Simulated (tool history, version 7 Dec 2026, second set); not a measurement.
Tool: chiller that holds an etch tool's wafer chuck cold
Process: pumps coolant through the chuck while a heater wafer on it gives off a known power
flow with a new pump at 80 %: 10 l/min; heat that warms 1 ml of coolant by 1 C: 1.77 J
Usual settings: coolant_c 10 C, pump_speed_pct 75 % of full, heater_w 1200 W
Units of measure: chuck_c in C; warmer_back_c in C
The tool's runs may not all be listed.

run	hour	coolant_c	pump_speed_pct	heater_w	chuck_c	warmer_back_c
1	0	10	75	1200	21.6	4.4
2	39.4	10	75	837	18.3	3.04
3	63.1	16	75	1200	27.8	4.34
4	112.3	16	75	1200	27.8	4.29
5	158.6	18	75	1200	29.8	4.35
6	180.8	10	75	1200	21.6	4.35
7	211.5	4	60	910	14.2	4.18
8	257.3	19	63	1690	37.5	7.39
9	296.4	19	63	1690	37.5	7.34

Estimate the outcome of run 10 from the log above:
10	318.3	2	75	1200	?	?

{"run 10": {"chuck_c": 13.6, "warmer_back_c": 4.37}}
Minus the tool's unlogged condition, the same run would have read chuck_c 13.6 C, warmer_back_c 4.37 C.
